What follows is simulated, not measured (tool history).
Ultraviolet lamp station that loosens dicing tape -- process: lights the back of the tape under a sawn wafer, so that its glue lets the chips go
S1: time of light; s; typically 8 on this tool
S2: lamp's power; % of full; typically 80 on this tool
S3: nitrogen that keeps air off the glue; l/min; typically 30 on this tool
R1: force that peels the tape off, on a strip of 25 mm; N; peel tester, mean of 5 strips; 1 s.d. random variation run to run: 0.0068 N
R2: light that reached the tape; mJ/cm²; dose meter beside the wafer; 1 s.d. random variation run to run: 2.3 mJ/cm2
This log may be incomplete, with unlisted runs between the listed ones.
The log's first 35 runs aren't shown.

run	hour	S1	S2	S3	R1	R2
36	1346.9	7	80	12	0.839	123
37	1396.4	7	80	12	0.865	121
# hour 1441.1: window cleaned of glue's vapour
38	1445.0	14	89	38	0.168	298
39	1475.3	14	89	38	0.171	298
40	1518.6	7	70	30	0.607	114
41	1540.7	9	86	15	0.447	176
42	1567.5	8	87	42	0.319	159
43	1595.1	8	87	42	0.325	158
44	1624.6	8	80	19	0.557	140

Here are 3 independent what-if runs from the current tool condition. What would each one return?
A	1669.9	5	89	11	?	?
B	1669.9	9	80	12	?	?
C	1669.9	7	80	9	?	?

run	R1	R2
A	1.141	95
B	0.584	156
C	0.928	122
Stripped of hidden state, with their random variation kept, the same runs would have yielded:
run	R1	R2
A	0.659	151
B	0.290	246
C	0.498	192

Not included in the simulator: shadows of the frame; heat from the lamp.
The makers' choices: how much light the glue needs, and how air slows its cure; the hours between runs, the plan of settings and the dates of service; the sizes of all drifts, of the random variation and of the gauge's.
